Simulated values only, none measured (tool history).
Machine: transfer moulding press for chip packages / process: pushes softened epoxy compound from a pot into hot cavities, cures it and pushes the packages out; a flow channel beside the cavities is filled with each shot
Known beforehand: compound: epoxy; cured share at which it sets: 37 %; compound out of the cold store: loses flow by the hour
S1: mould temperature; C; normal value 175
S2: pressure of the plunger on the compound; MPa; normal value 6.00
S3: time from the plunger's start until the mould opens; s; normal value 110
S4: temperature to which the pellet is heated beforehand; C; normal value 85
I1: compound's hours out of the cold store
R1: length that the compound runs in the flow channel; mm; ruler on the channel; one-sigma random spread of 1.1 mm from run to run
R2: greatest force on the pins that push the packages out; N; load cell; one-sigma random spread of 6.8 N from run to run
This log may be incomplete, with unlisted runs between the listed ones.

Run 1, hour 0.0: usual settings; I1 25.7. Result: R1 585 mm, R2 414 N.
At hour 16.4: mould's thermocouples calibrated.
Run 2, hour 41.9: usual settings; I1 28.6. Result: R1 572 mm, R2 436 N.
At hour 55.2: cavities cleaned with cleaning compound and waxed.
Run 3, hour 74.2: usual settings; I1 29.6. Result: R1 566 mm, R2 343 N.
Run 4, hour 109.2: usual settings; I1 34.6. Result: R1 549 mm, R2 399 N.
Run 5, hour 129.1: usual settings; I1 8.4. Result: R1 618 mm, R2 466 N.
At hour 154.8: cavities cleaned with cleaning compound and waxed.
Run 6, hour 165.2: usual settings; I1 32.9. Result: R1 549 mm, R2 330 N.
Run 7, hour 193.8: usual settings; I1 45.0. Result: R1 520 mm, R2 358 N.
Run 8, hour 229.1: usual settings; I1 28.3. Result: R1 554 mm, R2 437 N.
At hour 233.7: plunger's sealing rings changed.
Run 9, hour 254.3: usual settings but S4 94 C; I1 41.7. Result: R1 541 mm, R2 421 N.
At hour 259.0: cavities cleaned with cleaning compound and waxed.
Run 10, hour 281.5: usual settings but S2 4.60 MPa, S3 116 s, S4 94 C; I1 21.8. Result: R1 517 mm, R2 323 N.
Run 11, hour 308.7: usual settings but S2 5.10 MPa, S3 146 s, S4 80 C; I1 17.1. Result: R1 553 mm, R2 291 N.
Run 12, hour 333.0: usual settings but S2 4.74 MPa, S3 146 s; I1 27.8. Result: R1 507 mm, R2 316 N.
At hour 358.0: cavities cleaned with cleaning compound and waxed.
Run 13, hour 360.0: usual settings but S2 7.36 MPa, S3 146 s; I1 44.9. Result: R1 584 mm, R2 233 N.
Run 14, hour 378.5: usual settings but S2 5.98 MPa, S3 124 s; I1 32.8. Result: R1 552 mm, R2 311 N.
Run 15, hour 401.8: usual settings but S1 174 C, S2 5.21 MPa, S3 125 s, S4 84 C; I1 8.1. Result: R1 579 mm, R2 369 N.
Run 16, hour 431.7: usual settings but S1 174 C, S2 5.21 MPa, S3 125 s, S4 84 C; I1 23.3. Result: R1 536 mm, R2 381 N.
At hour 459.1: cavities cleaned with cleaning compound and waxed.
Run 17, hour 468.1: usual settings but S1 174 C, S2 5.21 MPa, S3 125 s, S4 84 C; I1 47.7. Result: R1 478 mm, R2 279 N.

What if the next run were any one of these 3? Each begins from the tool's condition after run 17:
At hour 489.2: plunger's sealing rings changed.
Run A, hour 504.3: usual settings but S1 174 C, S2 5.21 MPa, S3 121 s, S4 84 C; I1 37.2. Result: R1 ?, R2 ?.
At hour 489.2: plunger's sealing rings changed.
Run B, hour 504.3: usual settings but S1 174 C, S2 5.83 MPa, S3 113 s, S4 91 C; I1 28.0. Result: R1 ?, R2 ?.
At hour 489.2: plunger's sealing rings changed.
Run C, hour 504.3: usual settings but S1 181 C, S2 5.21 MPa, S3 96 s, S4 84 C; I1 44.7. Result: R1 ?, R2 ?.

run   R1   R2
  A  523  353
  B  573  401
  C  489  336
What these runs would have given with no unlogged condition in the tool:
run   R1   R2
  A  525  267
  B  575  302
  C  491  253
